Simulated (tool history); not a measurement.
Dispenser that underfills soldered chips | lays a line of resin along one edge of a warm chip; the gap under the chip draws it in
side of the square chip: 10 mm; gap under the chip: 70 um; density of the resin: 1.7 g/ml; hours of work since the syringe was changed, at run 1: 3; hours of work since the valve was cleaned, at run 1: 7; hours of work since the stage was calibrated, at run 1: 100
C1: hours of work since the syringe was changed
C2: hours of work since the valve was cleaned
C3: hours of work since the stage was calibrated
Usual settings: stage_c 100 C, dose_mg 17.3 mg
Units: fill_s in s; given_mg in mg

run 1 hour=0.0 | stage_c=100 dose_mg=17.3 | C1=3 C2=7 C3=100 | fill_s=120.9 given_mg=17.22
run 2 hour=2.4 | stage_c=100 dose_mg=20.0 | C1=4 C2=9 C3=102 | fill_s=130.6 given_mg=19.87
run 3 hour=5.8 | stage_c=100 dose_mg=20.0 | C1=7 C2=11 C3=104 | fill_s=149.6 given_mg=19.80
-- hour=10.0 new syringe of resin
run 4 hour=10.5 | stage_c=100 dose_mg=20.0 | C1=0 C2=14 C3=107 | fill_s=103.8 given_mg=19.84
run 5 hour=15.9 | stage_c=106 dose_mg=17.3 | C1=4 C2=18 C3=110 | fill_s=102.5 given_mg=17.09
run 6 hour=20.5 | stage_c=107 dose_mg=17.3 | C1=7 C2=21 C3=113 | fill_s=119.3 given_mg=17.15
run 7 hour=23.2 | stage_c=107 dose_mg=17.3 | C1=9 C2=22 C3=115 | fill_s=130.7 given_mg=17.09
-- hour=24.2 new syringe of resin
run 8 hour=26.3 | stage_c=107 dose_mg=17.3 | C1=1 C2=24 C3=117 | fill_s=83.7 given_mg=17.00
run 9 hour=30.3 | stage_c=107 dose_mg=17.3 | C1=4 C2=27 C3=120 | fill_s=99.5 given_mg=17.02
run 10 hour=34.6 | stage_c=100 dose_mg=17.3 | C1=7 C2=30 C3=123 | fill_s=153.9 given_mg=16.99
-- hour=38.3 new syringe of resin
run 11 hour=40.6 | stage_c=100 dose_mg=17.3 | C1=2 C2=34 C3=126 | fill_s=114.6 given_mg=16.93
run 12 hour=46.0 | stage_c=100 dose_mg=17.1 | C1=5 C2=37 C3=130 | fill_s=144.7 given_mg=16.74
run 13 hour=49.5 | stage_c=100 dose_mg=17.3 | C1=7 C2=39 C3=132 | fill_s=161.1 given_mg=16.85
-- hour=52.3 new syringe of resin
run 14 hour=55.3 | stage_c=100 dose_mg=17.3 | C1=2 C2=43 C3=136 | fill_s=114.0 given_mg=16.90
run 15 hour=58.1 | stage_c=100 dose_mg=17.3 | C1=4 C2=45 C3=138 | fill_s=126.8 given_mg=16.96
run 16 hour=61.3 | stage_c=100 dose_mg=17.3 | C1=6 C2=47 C3=140 | fill_s=144.0 given_mg=16.85
run 17 hour=65.8 | stage_c=100 dose_mg=18.1 | C1=9 C2=50 C3=143 | fill_s=174.0 given_mg=17.68
-- hour=66.4 new syringe of resin
run 18 hour=71.0 | stage_c=100 dose_mg=18.1 | C1=3 C2=53 C3=146 | fill_s=122.3 given_mg=17.66
run 19 hour=76.1 | stage_c=100 dose_mg=15.7 | C1=6 C2=57 C3=149 | fill_s=157.1 given_mg=15.23
run 20 hour=79.9 | stage_c=97 dose_mg=20.9 | C1=9 C2=59 C3=152 | fill_s=195.2 given_mg=20.31
-- hour=80.6 new syringe of resin
run 21 hour=83.1 | stage_c=94 dose_mg=21.4 | C1=2 C2=61 C3=154 | fill_s=141.8 given_mg=20.72
run 22 hour=88.2 | stage_c=88 dose_mg=20.3 | C1=5 C2=64 C3=157 | fill_s=232.1 given_mg=19.62
run 23 hour=91.7 | stage_c=98 dose_mg=22.4 | C1=7 C2=67 C3=160 | fill_s=169.5 given_mg=21.60
-- hour=94.9 new syringe of resin
run 24 hour=96.4 | stage_c=98 dose_mg=22.4 | C1=1 C2=70 C3=162 | fill_s=120.7 given_mg=21.57
run 25 hour=100.5 | stage_c=93 dose_mg=17.5 | C1=4 C2=72 C3=165 | fill_s=179.3 given_mg=16.90
run 26 hour=103.4 | stage_c=86 dose_mg=17.4 | C1=6 C2=74 C3=167 | fill_s=271.0 given_mg=16.72
run 27 hour=107.2 | stage_c=109 dose_mg=17.4 | C1=8 C2=77 C3=170 | fill_s=123.7 given_mg=16.71
-- hour=108.8 new syringe of resin
run 28 hour=111.4 | stage_c=99 dose_mg=18.6 | C1=2 C2=79 C3=172 | fill_s=118.9 given_mg=17.75
run 29 hour=115.6 | stage_c=87 dose_mg=16.5 | C1=5 C2=82 C3=175 | fill_s=238.0 given_mg=15.87
run 30 hour=118.1 | stage_c=97 dose_mg=22.1 | C1=6 C2=84 C3=177 | fill_s=168.0 given_mg=21.07
run 31 hour=120.4 | stage_c=97 dose_mg=22.1 | C1=8 C2=85 C3=178 | fill_s=184.8 given_mg=21.15
-- hour=123.1 new syringe of resin
run 32 hour=125.1 | stage_c=97 dose_mg=22.1 | C1=1 C2=88 C3=181 | fill_s=124.1 given_mg=21.09
run 33 hour=130.5 | stage_c=92 dose_mg=15.1 | C1=5 C2=92 C3=185 | fill_s=204.0 given_mg=14.35
-- hour=133.9 dispensing valve cleaned and set on the balance
run 34 hour=136.7 | stage_c=111 dose_mg=15.1 | C1=8 C2=2 C3=188 | fill_s=115.7 given_mg=15.05
-- hour=138.1 new syringe of resin
run 35 hour=140.3 | stage_c=111 dose_mg=15.1 | C1=1 C2=4 C3=190 | fill_s=80.1 given_mg=15.06

3 ways to go on from here, each from the tool as it stands after run 35. What would each give?
run A hour=145.2 | stage_c=89 dose_mg=16.9 | C1=5 C2=7 C3=193 | fill_s=? given_mg=?
run B hour=145.2 | stage_c=98 dose_mg=14.7 | C1=5 C2=7 C3=193 | fill_s=? given_mg=?
run C hour=145.2 | stage_c=90 dose_mg=17.3 | C1=5 C2=7 C3=193 | fill_s=? given_mg=?

run=A fill_s=225.2 given_mg=16.92
run=B fill_s=163.6 given_mg=14.63
run=C fill_s=219.1 given_mg=17.28
Without the tool's hidden state the same runs would have given:
run=A fill_s=155.3 given_mg=16.96
run=B fill_s=113.1 given_mg=14.66
run=C fill_s=151.2 given_mg=17.32
